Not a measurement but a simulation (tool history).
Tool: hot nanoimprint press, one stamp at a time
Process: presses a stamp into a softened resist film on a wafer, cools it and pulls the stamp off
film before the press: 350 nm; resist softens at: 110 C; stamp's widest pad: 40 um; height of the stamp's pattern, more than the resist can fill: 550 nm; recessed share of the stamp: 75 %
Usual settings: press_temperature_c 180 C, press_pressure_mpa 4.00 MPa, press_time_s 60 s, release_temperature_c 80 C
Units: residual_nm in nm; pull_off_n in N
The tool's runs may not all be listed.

run	hour	press_temperature_c	press_pressure_mpa	press_time_s	release_temperature_c	residual_nm	pull_off_n
1	0.0	180	4.00	60	80	166.7	219
2	11.3	180	4.00	60	80	166.3	222
3	19.9	180	4.00	60	80	166.6	216
4	30.7	180	4.00	63	80	164.4	218
5	40.2	180	4.00	63	80	164.1	225
6	48.3	180	4.00	67	80	160.2	226
7	55.4	180	2.40	60	70	204.4	263
8	66.8	180	2.40	60	70	204.0	271
# hour 73.0: plate thermocouple calibrated
9	80.6	180	2.40	60	83	198.9	206
10	92.5	172	3.95	60	83	205.4	206
11	98.9	172	3.95	60	83	205.4	208

Run 12 comes next. What will it give?
12	109.9	180	4.00	79	76	?	?

{"run 12": {"residual_nm": 146.7, "pull_off_n": 236}}
Without the tool's hidden state the same run would have given residual_nm 144.5 nm, pull_off_n 208 N.
